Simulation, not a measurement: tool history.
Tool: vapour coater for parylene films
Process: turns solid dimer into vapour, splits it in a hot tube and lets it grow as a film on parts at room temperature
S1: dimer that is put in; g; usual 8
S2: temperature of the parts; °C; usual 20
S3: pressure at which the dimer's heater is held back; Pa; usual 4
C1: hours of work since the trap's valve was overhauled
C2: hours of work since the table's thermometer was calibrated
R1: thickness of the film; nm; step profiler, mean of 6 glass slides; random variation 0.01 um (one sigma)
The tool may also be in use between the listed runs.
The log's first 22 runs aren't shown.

Run 23, hour 613.1: usual settings but S1 3 g, S2 15 °C, S3 11.39 Pa; C1 168; C2 15. Result: R1 1700 nm.
Run 24, hour 630.7: usual settings but S1 5 g, S2 15 °C, S3 2.63 Pa; C1 177; C2 24. Result: R1 3440 nm.
Run 25, hour 651.1: usual settings but S1 4 g, S2 29 °C, S3 6.27 Pa; C1 188; C2 35. Result: R1 1470 nm.
Run 26, hour 672.9: usual settings but S1 4 g, S2 29 °C, S3 6.27 Pa; C1 199; C2 46. Result: R1 1470 nm.
Run 27, hour 704.3: usual settings but S1 5 g, S2 28 °C, S3 3.01 Pa; C1 215; C2 62. Result: R1 2090 nm.
Run 28, hour 744.4: usual settings but S2 12 °C, S3 3.58 Pa; C1 236; C2 83. Result: R1 5770 nm.
Run 29, hour 778.2: usual settings but S1 6 g, S2 15 °C, S3 3.63 Pa; C1 253; C2 100. Result: R1 3890 nm.
Run 30, hour 819.6: usual settings but S1 6 g, S2 13 °C, S3 4.24 Pa; C1 274; C2 122. Result: R1 4100 nm.
Run 31, hour 850.2: usual settings but S1 6 g, S2 13 °C, S3 4.24 Pa; C1 290; C2 138. Result: R1 4090 nm.
Run 32, hour 889.8: usual settings but S1 5 g; C1 311; C2 158. Result: R1 2650 nm.
Run 33, hour 932.1: usual settings but S1 10 g, S2 13 °C, S3 4.03 Pa; C1 333; C2 180. Result: R1 6820 nm.
Run 34, hour 953.5: usual settings but S1 10 g, S2 13 °C, S3 4.03 Pa; C1 344; C2 191. Result: R1 6800 nm.
Run 35, hour 982.2: usual settings but S1 12 g, S2 17 °C; C1 358; C2 206. Result: R1 7080 nm.
Run 36, hour 1020.3: usual settings but S1 5 g; C1 378; C2 225. Result: R1 2630 nm.
Run 37, hour 1041.4: usual settings but S1 5 g; C1 389; C2 236. Result: R1 2630 nm.
Run 38, hour 1062.7: usual settings but S1 5 g; C1 400; C2 247. Result: R1 2650 nm.

3 ways to go on from here, each from the tool as it stands after run 38. What would each give?
Run A, hour 1104.9: usual settings but S2 22 °C, S3 7.12 Pa; C1 422; C2 269. Result: R1 ?.
Run B, hour 1104.9: usual settings but S1 14 g, S3 2.11 Pa; C1 422; C2 269. Result: R1 ?.
Run C, hour 1104.9: usual settings but S1 5 g, S3 7.2 Pa; C1 422; C2 269. Result: R1 ?.

run    R1
  A  3620
  B  8030
  C  2410
Without the tool's hidden state the same runs would have given:
run    R1
  A  3800
  B  8450
  C  2540
